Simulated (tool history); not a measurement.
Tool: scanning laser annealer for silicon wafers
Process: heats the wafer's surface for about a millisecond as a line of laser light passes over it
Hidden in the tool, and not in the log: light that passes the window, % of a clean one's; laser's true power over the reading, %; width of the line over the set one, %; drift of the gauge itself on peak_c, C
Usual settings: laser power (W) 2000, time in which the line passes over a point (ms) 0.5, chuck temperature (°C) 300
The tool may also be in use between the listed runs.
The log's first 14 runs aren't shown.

run	day	laser power (W)	time in which the line passes over a point (ms)	chuck temperature (°C)	hours of work since the window was cleaned	hours of work since the power meter was calibrated	hours of work since the optics were aligned	highest temperature of the surface (°C)
15	7.779	2000	0.5	300	612	255	889	999
16	8.317	2000	0.5	300	617	260	894	1000
17	8.983	2000	0.5	300	623	267	900	998
18	9.375	2000	0.5	300	627	271	904	1000
# day 9.554: laser's power meter calibrated
19	9.904	2000	0.5	300	631	3	908	996
20	10.246	2000	0.5	300	634	7	911	996
21	10.758	2000	0.5	266	639	12	916	963
22	11.354	2000	0.5	266	645	17	922	965
23	11.842	2000	0.5	266	650	22	927	962
24	12.533	2000	0.5	266	657	29	934	966
25	13.258	1987	0.5	312	664	36	941	1005
# day 13.592: laser's power meter calibrated, once more
26	13.712	1987	0.5	312	667	1	944	1006
27	14.333	1987	0.437	329	673	7	950	975
28	14.917	1845	0.361	329	679	13	956	877
29	15.317	2000	0.5	276	683	17	959	969
30	15.767	1996	0.442	338	687	21	964	988
31	16.512	1787	0.442	338	694	28	971	923
32	17.292	2000	0.399	300	702	36	979	921
33	17.638	2161	0.594	300	705	39	982	1116
34	18.125	1793	0.451	334	710	44	987	934
35	18.617	1793	0.451	334	715	49	992	931
36	19.092	1793	0.451	334	719	53	996	929
37	19.833	2097	0.49	310	726	61	1003	1028
38	20.517	1828	0.363	332	733	67	1010	873
39	21.125	1989	0.442	287	739	73	1016	936

3 ways to go on from here, each from the tool as it stands after run 39. What would each give?
A	21.875	2000	0.595	276	746	81	1023	?
B	21.875	2129	0.442	287	746	81	1023	?
C	21.875	1989	0.489	272	746	81	1023	?

run	highest temperature of the surface (°C)
A	1035
B	977
C	954
Without the tool's hidden state the same runs would have given:
run	highest temperature of the surface (°C)
A	1082
B	1019
C	996
